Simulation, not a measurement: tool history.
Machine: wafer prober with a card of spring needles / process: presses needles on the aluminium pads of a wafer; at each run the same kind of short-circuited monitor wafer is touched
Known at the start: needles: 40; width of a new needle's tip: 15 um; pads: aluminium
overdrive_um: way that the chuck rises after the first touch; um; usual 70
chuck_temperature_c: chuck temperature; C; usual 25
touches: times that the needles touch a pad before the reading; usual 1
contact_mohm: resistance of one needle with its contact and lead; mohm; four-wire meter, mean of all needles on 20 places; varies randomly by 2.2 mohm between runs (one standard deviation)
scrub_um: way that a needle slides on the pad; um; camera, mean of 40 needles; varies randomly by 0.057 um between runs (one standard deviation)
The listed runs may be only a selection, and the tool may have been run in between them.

run,day,overdrive_um,chuck_temperature_c,touches,contact_mohm,scrub_um
1,0,70,25,1,294,17.48
# day 0.221: tips cleaned on abrasive film
2,0.596,70,25,1,281,17.38
3,0.879,70,25,1,288,17.35
# day 1.138: tips cleaned on abrasive film
4,1.175,70,25,1,258,17.39
5,1.733,70,25,1,288,17.46
# day 2.017: tips cleaned on abrasive film
6,2.2,67,25,1,270,16.6
7,2.792,67,25,1,296,16.71
# day 2.858: height of the first contact set anew
# day 2.925: tips cleaned on abrasive film
8,3.296,70,38,1,284,17.27
9,3.608,70,38,1,300,17.23
# day 3.804: tips cleaned on abrasive film
10,4.1,70,38,1,283,17.18
11,4.658,81,40,1,290,19.98
# day 4.704: tips cleaned on abrasive film
# day 5.238: height of the first contact set anew, once more
12,5.346,77,116,1,300,19.28
# day 5.629: tips cleaned on abrasive film
13,5.629,62,116,1,281,15.54
14,6,71,25,1,286,17.76
15,6.342,88,120,1,303,22.19
# day 6.508: tips cleaned on abrasive film
16,7.004,88,32,1,277,21.96
# day 7.408: tips cleaned on abrasive film
17,7.671,84,25,1,271,21.15

Consider 4 possible next runs. They are alternatives, not a sequence: every one starts from the tool as it was left by run 17. What does each give?
A,8.025,84,76,1,?,?
B,8.025,52,25,1,?,?
C,8.025,70,41,1,?,?
D,8.025,55,110,1,?,?

run,contact_mohm,scrub_um
A,290,21.13
B,325,12.96
C,292,17.6
D,332,13.79
With the hidden condition removed and each run's random variation left untouched, the same runs would have given:
run,contact_mohm,scrub_um
A,260,21.2
B,254,13.03
C,250,17.67
D,276,13.86

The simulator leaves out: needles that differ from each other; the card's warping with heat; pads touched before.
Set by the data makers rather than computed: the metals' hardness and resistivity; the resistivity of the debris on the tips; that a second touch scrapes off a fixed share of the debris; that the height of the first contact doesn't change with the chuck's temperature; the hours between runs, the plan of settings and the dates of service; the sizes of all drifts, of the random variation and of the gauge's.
